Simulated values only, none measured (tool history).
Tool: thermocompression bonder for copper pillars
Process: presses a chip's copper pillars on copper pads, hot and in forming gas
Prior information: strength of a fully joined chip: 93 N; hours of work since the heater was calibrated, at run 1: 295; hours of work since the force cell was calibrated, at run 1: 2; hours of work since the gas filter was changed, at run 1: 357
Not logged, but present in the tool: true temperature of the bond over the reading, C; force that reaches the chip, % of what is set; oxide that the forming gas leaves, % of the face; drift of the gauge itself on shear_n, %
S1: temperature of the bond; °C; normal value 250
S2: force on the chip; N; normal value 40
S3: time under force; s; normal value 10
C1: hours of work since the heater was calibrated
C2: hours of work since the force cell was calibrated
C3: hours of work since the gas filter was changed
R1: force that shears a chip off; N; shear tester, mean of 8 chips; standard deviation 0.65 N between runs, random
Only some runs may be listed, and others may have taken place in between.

run    hour   S1  S2  S3    C1   C2   C3    R1
  1       0  250  40  10   295    2  357  40.6
  2    40.8  250  40  10   312   19  375    40
  3   110.3  250  40   5   341   48  404  29.3
      153.9  -- forming gas filter changed
  4   175.6  250  40   5   368   75    9  34.4
  5   229.5  250  40  10   391   97   32    45
  6   293.4  250  40  10   417  124   58  43.6
  7   354.9  250  40  10   443  150   84  44.1
  8   429.9  250  40  10   474  181  115  42.8
  9     484  250  40  19   497  204  138  53.6
 10   537.1  250  40  19   519  226  160    53
 11   601.2  250  40  19   546  253  187  54.7
 12   656.4  250  40  19   569  276  210  54.3
 13   724.7  250  40  20   597  304  238  52.9
 14   794.8  250  40  20   627  334  268  52.7
 15   875.8  250  40  20   661  367  302  53.2
 16   943.8  221  56  10   689  396  330  37.9
 17  1000.9  228  27  18   713  420  354  26.5
 18    1055  228  27  18   735  442  376  26.7
 19  1125.1  238  27  18   765  472  406  32.2
     1131.1  -- force cell calibrated
     1167.7  -- forming gas filter changed
 20  1208.9  238  27  18   799   32   17  35.1
 21  1244.2  263  44  10   814   47   32  58.4
 22  1331.1  256  26   6   850   83   68  28.8
     1357.3  -- force cell calibrated, once more
 23  1411.5  226  57  14   883   23  101    49
 24  1477.6  268  34  14   911   50  129  55.1
 25  1537.1  241  25  14   935   75  154  30.6
 26    1600  280  56   6   962  101  180  66.2
 27  1666.3  270  40  10   989  129  208  55.5
 28  1746.5  245  40   5  1023  163  241    32
 29  1797.6  245  40   5  1044  184  263  31.8

Branching from run 29: 4 alternative next runs. What would each branch give?
  A  1840  221  46  24  1062  202  280   ?
  B  1840  255  51  12  1062  202  280   ?
  C  1840  241  40  15  1062  202  280   ?
  D  1840  265  34   5  1062  202  280   ?

run    R1
  A  46.3
  B  58.7
  C  45.7
  D    36
Stripped of hidden state, with their random variation kept, the same runs would have yielded:
run    R1
  A  43.9
  B  57.7
  C  43.6
  D  34.4
